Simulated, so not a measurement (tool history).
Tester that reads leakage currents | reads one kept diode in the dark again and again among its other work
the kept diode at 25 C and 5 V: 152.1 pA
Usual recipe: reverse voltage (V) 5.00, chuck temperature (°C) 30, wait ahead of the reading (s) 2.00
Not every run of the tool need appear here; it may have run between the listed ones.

run,hour,reverse voltage (V),chuck temperature (°C),wait ahead of the reading (s),current that the tester gives (pA)
1,0.0,5.00,30,2.00,227.05
2,63.0,5.00,30,2.00,227.84
3,144.7,5.00,30,2.00,228.33
4,228.1,5.00,30,2.00,227.38
5,301.9,5.00,37,2.00,389.27
6,382.0,5.00,37,2.00,388.97
7,418.1,5.00,37,2.00,389.34
8,480.6,17.06,37,2.00,585.38
9,559.3,17.06,37,2.00,585.68
10,630.8,17.06,37,2.00,585.67
11,712.0,17.06,37,2.00,588.65
12,772.4,17.06,37,2.00,587.29
13,813.6,5.00,30,7.59,228.16
14,848.8,5.00,30,2.00,229.05
15,912.7,1.71,30,2.00,159.21
# hour 980.7: probe card cleaned and baked
16,982.5,1.71,30,2.00,158.88
17,1027.9,1.71,30,2.00,159.78
18,1063.2,1.64,30,2.00,157.22
19,1133.1,5.00,30,2.00,227.89
20,1216.4,5.00,30,2.00,228.56
21,1297.4,5.00,30,2.00,228.27
22,1347.3,9.79,50,0.81,1241.90
23,1430.0,9.79,50,0.81,1245.64
24,1502.2,11.01,50,0.81,1289.10
25,1554.0,10.31,30,0.55,293.44
26,1623.3,10.31,30,0.55,292.62
27,1661.2,10.31,30,0.55,294.89
28,1736.0,10.31,32,1.87,335.09
29,1808.3,13.80,23,2.95,182.83
30,1846.1,13.80,23,2.95,182.30
31,1892.6,5.00,46,1.39,750.96
32,1957.6,10.98,22,9.23,153.49
# hour 2036.0: chuck's temperature calibrated
33,2038.5,5.16,34,0.34,317.33
34,2074.9,5.16,34,0.34,316.79
35,2145.3,5.00,25,2.00,152.94
36,2230.8,5.00,25,2.00,152.72
37,2289.3,11.41,24,1.82,186.56
38,2326.0,3.62,25,1.82,137.17
39,2361.8,8.92,30,0.31,281.99
40,2412.6,7.65,28,0.62,226.26
41,2473.3,7.65,37,1.40,448.78

Predict each of these 3 candidate next runs independently; none follows another, all start after run 41:
A,2550.2,2.86,27,1.05,?
B,2550.2,15.93,22,5.44,?
C,2550.2,3.05,33,2.00,?

run,current that the tester gives (pA)
A,149.53
B,175.13
C,244.07
Stripped of hidden state, with their random variation kept, the same runs would have yielded:
run,current that the tester gives (pA)
A,149.53
B,175.03
C,244.09
